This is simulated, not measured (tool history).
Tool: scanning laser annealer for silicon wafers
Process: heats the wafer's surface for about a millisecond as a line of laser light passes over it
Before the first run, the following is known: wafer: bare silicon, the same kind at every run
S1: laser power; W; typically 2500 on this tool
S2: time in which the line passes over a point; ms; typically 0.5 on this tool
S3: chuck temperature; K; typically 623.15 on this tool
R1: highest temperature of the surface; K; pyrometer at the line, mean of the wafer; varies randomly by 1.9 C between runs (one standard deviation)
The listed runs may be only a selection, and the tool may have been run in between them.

run     day    S1     S2      S3       R1
  1       0  2500    0.5  623.15  1353.15
  2   0.617  2500  0.395  623.15  1279.15
  3   1.321  2500    0.5  623.15  1352.15
  4   1.696  2500    0.5  623.15  1355.15
  5   2.429  2500    0.5  623.15  1351.15
  6   3.208  2500    0.5  623.15  1351.15
  7   3.633  2500    0.5  623.15  1352.15
  8   4.021  2299    0.5  623.15  1294.15
  9   4.646  2500  0.414  623.15  1287.15
 10   5.462  2500    0.5  623.15  1351.15
      5.658  -- laser's power meter calibrated
 11   6.146  2500  0.617  623.15  1428.15
 12   6.688  2431    0.5  623.15  1335.15
 13   7.112  2431    0.5  623.15  1331.15
 14   7.546  2500   0.36  623.15  1248.15
 15   8.146  2500   0.36  615.15  1238.15
 16   8.854  2267    0.5  603.15  1264.15
 17   9.704  2267    0.5  603.15  1262.15
     10.383  -- laser's power meter calibrated, once more
 18  10.475  2267  0.355  613.15  1172.15

Forecast run 19:
 19  11.196  2267  0.355  614.15   ?

{"run 19": {"R1": 1178.15}}
With the hidden condition absent and the run-to-run variation left alone, this run would have shown R1 1194.15 K.

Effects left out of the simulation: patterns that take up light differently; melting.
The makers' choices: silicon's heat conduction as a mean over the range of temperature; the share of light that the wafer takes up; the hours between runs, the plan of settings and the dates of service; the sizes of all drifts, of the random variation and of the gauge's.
